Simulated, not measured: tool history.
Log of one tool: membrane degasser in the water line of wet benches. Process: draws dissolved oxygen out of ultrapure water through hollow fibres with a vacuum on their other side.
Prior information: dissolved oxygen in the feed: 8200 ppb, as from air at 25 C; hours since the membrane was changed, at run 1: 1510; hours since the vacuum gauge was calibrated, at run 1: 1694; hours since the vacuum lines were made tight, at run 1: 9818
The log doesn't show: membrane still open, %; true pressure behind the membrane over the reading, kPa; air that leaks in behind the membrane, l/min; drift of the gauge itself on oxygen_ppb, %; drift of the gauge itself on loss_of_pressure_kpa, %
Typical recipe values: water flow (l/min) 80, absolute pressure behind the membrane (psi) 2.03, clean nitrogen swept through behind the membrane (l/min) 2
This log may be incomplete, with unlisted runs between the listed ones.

run      day  water flow (l/min)  absolute pressure behind the membrane (psi)  clean nitrogen swept through behind the membrane (l/min)  hours since the membrane was changed  hours since the vacuum gauge was calibrated  hours since the vacuum lines were made tight  dissolved oxygen in the water behind the degasser (ppb)  pressure that the water loses in the fibres (psi)
  1        0                  80                                         2.03                                                         2                                  1510                                         1694                                          9818                                                    808.5                                              4.295
  2    4.162                  80                                         2.03                                                         2                                  1609                                         1794                                          9918                                                      810                                              4.254
  3    9.179                  80                                         2.03                                                         2                                  1730                                         1915                                         10038                                                    807.1                                               4.34
  4   13.712                  80                                         2.03                                                         2                                  1839                                         2023                                         10147                                                    810.4                                              4.254
  5   17.096                  80                                         2.03                                                      1.78                                  1920                                         2105                                         10228                                                    879.6                                              4.268
  6   20.017                  80                                         3.18                                                         2                                  1990                                         2175                                         10298                                                   1316.1                                              4.261
  7   25.312                  80                                         2.03                                                         2                                  2117                                         2302                                         10425                                                    810.9                                              4.242
  8   30.221                  80                                         2.03                                                         2                                  2235                                         2419                                         10543                                                    809.4                                              4.297
  9   35.646                  80                                         2.03                                                         2                                  2365                                         2550                                         10673                                                    815.8                                              4.325
 10   39.012                  80                                         2.03                                                       1.2                                  2446                                         2630                                         10754                                                   1153.4                                              4.286
 11   43.825                  80                                         1.94                                                       1.2                                  2561                                         2746                                         10870                                                     1101                                               4.26
       44.35  -- vacuum gauge calibrated
 12   47.675                  80                                         1.94                                                      1.56                                  2653                                           80                                         10962                                                    923.3                                              4.299
 13   51.075                  80                                         1.94                                                      0.98                                  2735                                          161                                         11043                                                   1251.5                                              4.276
 14   53.788                  80                                         1.94                                                      0.98                                  2800                                          226                                         11108                                                   1252.1                                              4.261
 15     58.2                  80                                         1.94                                                      0.98                                  2906                                          332                                         11214                                                   1254.9                                              4.279
      61.062  -- vacuum gauge calibrated, once more
 16   62.867                  80                                         1.94                                                      0.98                                  3017                                           43                                         11326                                                   1236.2                                              4.296
 17     66.3                  80                                         1.94                                                      0.98                                  3100                                          126                                         11408                                                   1230.6                                              4.324
 18   69.358                  86                                          1.8                                                      0.86                                  3173                                          199                                         11482                                                   1267.3                                              4.657
 19   71.758                  80                                         2.05                                                      1.16                                  3231                                          257                                         11539                                                   1174.2                                              4.266
 20   76.912                  80                                         2.93                                                      1.16                                  3354                                          380                                         11663                                                   1729.8                                              4.266
 21   80.546                 106                                         3.25                                                      2.43                                  3442                                          468                                         11750                                                   1425.3                                              5.729
 22   85.042                 106                                         3.25                                                      2.43                                  3550                                          575                                         11858                                                   1426.8                                              5.716
 23   90.075                  64                                         3.09                                                      1.98                                  3670                                          696                                         11979                                                     1088                                              3.455
 24     92.4                  64                                         3.09                                                      1.98                                  3726                                          752                                         12034                                                   1089.8                                              3.464
 25   95.708                  58                                         2.03                                                         2                                  3806                                          831                                         12114                                                    625.5                                              3.076
 26   98.417                  58                                         2.03                                                         2                                  3871                                          896                                         12179                                                    626.1                                              3.094
 27    101.4                  58                                         2.03                                                         2                                  3942                                          968                                         12251                                                    627.4                                              3.102
 28    106.5                  58                                         2.03                                                         2                                  4065                                         1090                                         12373                                                    625.9                                              3.123
 29  110.008                 111                                         2.49                                                      1.86                                  4149                                         1175                                         12457                                                   1342.3                                              5.965
 30  114.688                  58                                         1.67                                                      1.06                                  4261                                         1287                                         12569                                                    791.4                                              3.171
 31  118.829                  80                                         4.68                                                      1.21                                  4360                                         1386                                         12669                                                   2579.7                                               4.35
 32  123.179                  80                                         1.26                                                      1.21                                  4465                                         1491                                         12773                                                      612                                               4.29

3 options for the next run, each taken on its own from the tool as it stands now. Forecast them:
  A  126.408                  53                                          2.1                                                         2                                  4542                                         1568                                         12851                                                        ?                                                  ?
  B  126.408                  61                                         2.03                                                         2                                  4542                                         1568                                         12851                                                        ?                                                  ?
  C  126.408                  80                                         1.26                                                      4.22                                  4542                                         1568                                         12851                                                        ?                                                  ?

run  dissolved oxygen in the water behind the degasser (ppb)  pressure that the water loses in the fibres (psi)
  A                                                    609.4                                              2.866
  B                                                    655.6                                              3.265
  C                                                    233.6                                              4.292
With no hidden state in the tool, these same runs would have given:
run  dissolved oxygen in the water behind the degasser (ppb)  pressure that the water loses in the fibres (psi)
  A                                                    602.8                                              2.821
  B                                                    649.5                                              3.213
  C                                                    229.6                                              4.223
